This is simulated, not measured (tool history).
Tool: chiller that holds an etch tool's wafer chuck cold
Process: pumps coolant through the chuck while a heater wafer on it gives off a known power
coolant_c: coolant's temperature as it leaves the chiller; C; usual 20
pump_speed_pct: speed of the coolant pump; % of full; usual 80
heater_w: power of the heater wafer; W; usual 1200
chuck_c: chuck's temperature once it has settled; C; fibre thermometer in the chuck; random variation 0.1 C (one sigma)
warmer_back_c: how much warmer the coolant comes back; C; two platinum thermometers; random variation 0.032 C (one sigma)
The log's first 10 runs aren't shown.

{"run": 11, "day": 35.554, "coolant_c": 18, "pump_speed_pct": 80, "heater_w": 1200, "chuck_c": 28.7, "warmer_back_c": 2.84}
{"run": 12, "day": 39.571, "coolant_c": 20, "pump_speed_pct": 80, "heater_w": 728, "chuck_c": 26.4, "warmer_back_c": 1.63}
{"run": 13, "day": 44.171, "coolant_c": 20, "pump_speed_pct": 80, "heater_w": 728, "chuck_c": 26.5, "warmer_back_c": 1.59}
{"run": 14, "day": 48.562, "coolant_c": 14, "pump_speed_pct": 80, "heater_w": 728, "chuck_c": 20.5, "warmer_back_c": 1.47}
{"day": 49.479, "done": "gauge calibrated"}
{"run": 15, "day": 50.5, "coolant_c": 20, "pump_speed_pct": 77, "heater_w": 1200, "chuck_c": 30.7, "warmer_back_c": 3.3}
{"run": 16, "day": 54.567, "coolant_c": 20, "pump_speed_pct": 70, "heater_w": 748, "chuck_c": 27, "warmer_back_c": 2.23}
{"run": 17, "day": 56.933, "coolant_c": 25, "pump_speed_pct": 84, "heater_w": 1615, "chuck_c": 38.6, "warmer_back_c": 4.04}
{"run": 18, "day": 59.617, "coolant_c": 25, "pump_speed_pct": 85, "heater_w": 1243, "chuck_c": 35.7, "warmer_back_c": 3.08}
{"run": 19, "day": 61.896, "coolant_c": 25, "pump_speed_pct": 85, "heater_w": 1243, "chuck_c": 35.4, "warmer_back_c": 2.94}
{"run": 20, "day": 64.633, "coolant_c": 17, "pump_speed_pct": 85, "heater_w": 1628, "chuck_c": 30.6, "warmer_back_c": 3.96}
{"run": 21, "day": 66.571, "coolant_c": 12, "pump_speed_pct": 85, "heater_w": 678, "chuck_c": 17.7, "warmer_back_c": 1.52}
{"run": 22, "day": 69.158, "coolant_c": 12, "pump_speed_pct": 85, "heater_w": 678, "chuck_c": 17.7, "warmer_back_c": 1.55}
{"run": 23, "day": 72.6, "coolant_c": 20, "pump_speed_pct": 86, "heater_w": 1200, "chuck_c": 29.9, "warmer_back_c": 2.79}
{"run": 24, "day": 74.883, "coolant_c": 12, "pump_speed_pct": 81, "heater_w": 1297, "chuck_c": 23.2, "warmer_back_c": 3.19}
{"run": 25, "day": 79.079, "coolant_c": 20, "pump_speed_pct": 68, "heater_w": 1246, "chuck_c": 31.8, "warmer_back_c": 3.67}
{"run": 26, "day": 83.5, "coolant_c": 20, "pump_speed_pct": 87, "heater_w": 1040, "chuck_c": 28.7, "warmer_back_c": 2.2}
{"run": 27, "day": 85.412, "coolant_c": 20, "pump_speed_pct": 61, "heater_w": 1057, "chuck_c": 30.7, "warmer_back_c": 3.36}
{"run": 28, "day": 87.488, "coolant_c": 20, "pump_speed_pct": 61, "heater_w": 1057, "chuck_c": 30.7, "warmer_back_c": 3.38}
{"run": 29, "day": 90.45, "coolant_c": 20, "pump_speed_pct": 61, "heater_w": 1057, "chuck_c": 30.6, "warmer_back_c": 3.22}
{"run": 30, "day": 94.212, "coolant_c": 10, "pump_speed_pct": 69, "heater_w": 1057, "chuck_c": 20, "warmer_back_c": 2.82}

4 ways to go on from here, each from the tool as it stands after run 30. What would each give?
{"run": "A", "day": 97.483, "coolant_c": 17, "pump_speed_pct": 88, "heater_w": 1200, "chuck_c": "?", "warmer_back_c": "?"}
{"run": "B", "day": 97.483, "coolant_c": 23, "pump_speed_pct": 62, "heater_w": 1582, "chuck_c": "?", "warmer_back_c": "?"}
{"run": "C", "day": 97.483, "coolant_c": 10, "pump_speed_pct": 94, "heater_w": 1394, "chuck_c": "?", "warmer_back_c": "?"}
{"run": "D", "day": 97.483, "coolant_c": 18, "pump_speed_pct": 66, "heater_w": 1270, "chuck_c": "?", "warmer_back_c": "?"}

run=A chuck_c=26.9 warmer_back_c=2.52
run=B chuck_c=38.8 warmer_back_c=4.93
run=C chuck_c=21.1 warmer_back_c=2.76
run=D chuck_c=30.2 warmer_back_c=3.65
Without the tool's hidden state the same runs would have given:
run=A chuck_c=26.9 warmer_back_c=2.95
run=B chuck_c=38.7 warmer_back_c=5.36
run=C chuck_c=21.1 warmer_back_c=3.19
run=D chuck_c=30.2 warmer_back_c=4.08
